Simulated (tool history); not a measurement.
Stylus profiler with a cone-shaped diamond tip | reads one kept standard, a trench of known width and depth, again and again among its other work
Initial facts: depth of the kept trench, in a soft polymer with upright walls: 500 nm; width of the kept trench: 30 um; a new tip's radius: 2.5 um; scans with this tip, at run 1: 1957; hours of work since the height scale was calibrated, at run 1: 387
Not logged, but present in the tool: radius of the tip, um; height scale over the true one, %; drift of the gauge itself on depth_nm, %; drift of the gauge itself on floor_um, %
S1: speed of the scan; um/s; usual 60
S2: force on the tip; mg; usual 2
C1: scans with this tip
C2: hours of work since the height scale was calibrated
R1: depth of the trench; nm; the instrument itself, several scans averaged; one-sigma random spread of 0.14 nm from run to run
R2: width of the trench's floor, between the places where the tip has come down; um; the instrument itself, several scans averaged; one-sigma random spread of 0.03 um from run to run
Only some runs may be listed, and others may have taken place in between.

run	hour	S1	S2	C1	C2	R1	R2
1	0	60	2	1957	387	505.08	26.37
2	57.4	60	2	2146	424	505.21	26.28
3	93.3	60	0.9	2264	447	502.52	26.13
4	127.6	60	0.9	2377	469	502.24	26.12
5	168.7	60	0.9	2512	496	502.47	26.12
6	226.4	60	0.9	2702	534	502.26	26.07
7	266.6	38	4.13	2834	560	508.36	26.48
8	292.8	213	1.19	2921	577	502.68	24.79
9	342.6	213	1.19	3085	609	502.86	24.85
10	370.2	56	4.01	3176	627	508.15	26.35

Forecast each of these 5 alternatives for the next run:
A	405.9	25	4.01	3293	651	?	?
B	405.9	80	1.23	3293	651	?	?
C	405.9	116	2.63	3293	651	?	?
D	405.9	27	4.01	3293	651	?	?
E	405.9	60	1.29	3293	651	?	?

run	R1	R2
A	508.04	26.43
B	502.77	25.91
C	505.95	25.95
D	508.15	26.5
E	503.16	26.12
Take away the tool's hidden state, keep each run's random variation, and the runs would have read:
run	R1	R2
A	509.52	26.82
B	504.23	26.3
C	507.42	26.34
D	509.62	26.89
E	504.62	26.51
